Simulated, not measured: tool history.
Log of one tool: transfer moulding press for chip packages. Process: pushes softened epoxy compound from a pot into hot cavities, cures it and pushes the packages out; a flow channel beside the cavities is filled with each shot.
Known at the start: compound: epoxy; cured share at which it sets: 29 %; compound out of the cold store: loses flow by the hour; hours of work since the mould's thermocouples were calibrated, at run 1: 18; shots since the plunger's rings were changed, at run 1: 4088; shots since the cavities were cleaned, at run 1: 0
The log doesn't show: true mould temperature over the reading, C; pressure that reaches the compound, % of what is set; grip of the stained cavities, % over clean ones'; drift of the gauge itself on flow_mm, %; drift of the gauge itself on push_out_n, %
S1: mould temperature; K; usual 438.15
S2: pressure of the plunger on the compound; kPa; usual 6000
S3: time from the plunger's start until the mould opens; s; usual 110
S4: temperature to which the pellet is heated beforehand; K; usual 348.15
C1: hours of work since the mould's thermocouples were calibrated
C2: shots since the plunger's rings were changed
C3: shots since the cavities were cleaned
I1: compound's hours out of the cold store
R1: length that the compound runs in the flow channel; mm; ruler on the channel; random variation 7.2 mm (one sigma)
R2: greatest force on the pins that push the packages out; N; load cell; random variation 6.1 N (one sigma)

| run | day | S1 | S2 | S3 | S4 | C1 | C2 | C3 | I1 | R1 | R2 |
|---|---|---|---|---|---|---|---|---|---|---|---|
| 1 | 0.000 | 438.15 | 6000 | 110 | 348.15 | 18 | 4088 | 0 | 39.3 | 741 | 238 |
| 2 | 1.179 | 438.15 | 6000 | 110 | 348.15 | 38 | 4390 | 302 | 27.9 | 807 | 361 |
|  | 1.904 | cavities cleaned with cleaning compound and waxed |
| 3 | 2.242 | 438.15 | 6000 | 110 | 348.15 | 54 | 4645 | 86 | 28.3 | 785 | 463 |
| 4 | 3.367 | 438.15 | 6000 | 99 | 348.15 | 72 | 4932 | 373 | 8.3 | 900 | 583 |
|  | 3.742 | plunger's sealing rings changed |
|  | 3.892 | cavities cleaned with cleaning compound and waxed |
| 5 | 4.138 | 438.15 | 6000 | 99 | 348.15 | 82 | 84 | 63 | 41.2 | 766 | 298 |
| 6 | 4.892 | 438.15 | 6000 | 99 | 348.15 | 94 | 277 | 256 | 12.5 | 933 | 410 |
| 7 | 5.525 | 438.15 | 6000 | 99 | 348.15 | 104 | 439 | 418 | 13.6 | 931 | 473 |
|  | 5.796 | cavities cleaned with cleaning compound and waxed |
| 8 | 6.733 | 438.15 | 6000 | 99 | 348.15 | 123 | 731 | 239 | 15.7 | 901 | 392 |
|  | 7.254 | cavities cleaned with cleaning compound and waxed, once more |
| 9 | 7.792 | 438.15 | 6000 | 99 | 348.15 | 139 | 986 | 138 | 23.5 | 871 | 350 |
| 10 | 8.471 | 438.15 | 6000 | 121 | 348.15 | 150 | 1160 | 312 | 39.2 | 769 | 357 |
|  | 9.125 | cavities cleaned with cleaning compound and waxed |
| 11 | 9.496 | 438.15 | 6000 | 121 | 348.15 | 166 | 1405 | 95 | 31.6 | 800 | 268 |
| 12 | 10.579 | 438.15 | 6000 | 110 | 344.15 | 184 | 1682 | 372 | 22.0 | 861 | 385 |
|  | 11.054 | cavities cleaned with cleaning compound and waxed |
| 13 | 11.458 | 438.15 | 6000 | 110 | 351.15 | 197 | 1890 | 103 | 47.3 | 728 | 304 |
| 14 | 12.592 | 438.15 | 5930 | 110 | 348.15 | 215 | 2180 | 393 | 47.8 | 723 | 398 |
|  | 12.921 | cavities cleaned with cleaning compound and waxed |
| 15 | 13.908 | 438.15 | 5970 | 133 | 340.15 | 236 | 2500 | 252 | 19.8 | 852 | 328 |
|  | 14.804 | cavities cleaned with cleaning compound and waxed |
| 16 | 14.825 | 431.15 | 4540 | 110 | 344.15 | 249 | 2718 | 5 | 20.2 | 772 | 373 |
| 17 | 16.100 | 431.15 | 4540 | 110 | 344.15 | 270 | 3044 | 331 | 23.3 | 767 | 543 |
|  | 16.679 | cavities cleaned with cleaning compound and waxed |
| 18 | 17.550 | 440.15 | 6010 | 145 | 348.15 | 293 | 3398 | 223 | 26.7 | 819 | 317 |
|  | 18.633 | cavities cleaned with cleaning compound and waxed |
| 19 | 18.796 | 440.15 | 6010 | 145 | 348.15 | 312 | 3700 | 41 | 37.2 | 757 | 238 |
| 20 | 19.462 | 434.15 | 7370 | 145 | 340.15 | 323 | 3871 | 212 | 18.9 | 970 | 313 |
|  | 20.542 | cavities cleaned with cleaning compound and waxed |
| 21 | 20.750 | 437.15 | 6000 | 129 | 341.15 | 343 | 4184 | 54 | 43.3 | 735 | 244 |
| 22 | 22.075 | 438.15 | 6000 | 110 | 348.15 | 364 | 4522 | 392 | 24.5 | 815 | 397 |
|  | 22.442 | cavities cleaned with cleaning compound and waxed |
| 23 | 22.779 | 438.15 | 6000 | 110 | 348.15 | 375 | 4686 | 87 | 19.4 | 840 | 280 |
|  | 24.067 | plunger's sealing rings changed |
| 24 | 24.108 | 438.15 | 6000 | 110 | 348.15 | 395 | 10 | 399 | 9.6 | 947 | 400 |
|  | 24.475 | cavities cleaned with cleaning compound and waxed |
| 25 | 25.046 | 438.15 | 5670 | 91 | 348.15 | 409 | 234 | 146 | 43.9 | 744 | 363 |
| 26 | 25.788 | 438.15 | 5670 | 91 | 348.15 | 421 | 423 | 335 | 17.8 | 873 | 485 |
|  | 26.412 | cavities cleaned with cleaning compound and waxed |
| 27 | 27.267 | 438.15 | 5670 | 91 | 348.15 | 444 | 786 | 219 | 8.7 | 910 | 445 |

The same runs without the tool's hidden state, with the same run-to-run variation:
| run | R1 | R2 |
|---|---|---|
| 1 | 777 | 232 |
| 2 | 849 | 225 |
| 3 | 828 | 226 |
| 4 | 953 | 268 |
| 5 | 767 | 259 |
| 6 | 936 | 268 |
| 7 | 936 | 274 |
| 8 | 908 | 264 |
| 9 | 881 | 265 |
| 10 | 779 | 224 |
| 11 | 813 | 221 |
| 12 | 877 | 233 |
| 13 | 743 | 238 |
| 14 | 741 | 229 |
| 15 | 876 | 217 |
| 16 | 795 | 358 |
| 17 | 793 | 338 |
| 18 | 850 | 212 |
| 19 | 789 | 212 |
| 20 | 1012 | 217 |
| 21 | 770 | 218 |
| 22 | 857 | 236 |
| 23 | 886 | 234 |
| 24 | 951 | 236 |
| 25 | 749 | 276 |
| 26 | 880 | 301 |
| 27 | 922 | 310 |

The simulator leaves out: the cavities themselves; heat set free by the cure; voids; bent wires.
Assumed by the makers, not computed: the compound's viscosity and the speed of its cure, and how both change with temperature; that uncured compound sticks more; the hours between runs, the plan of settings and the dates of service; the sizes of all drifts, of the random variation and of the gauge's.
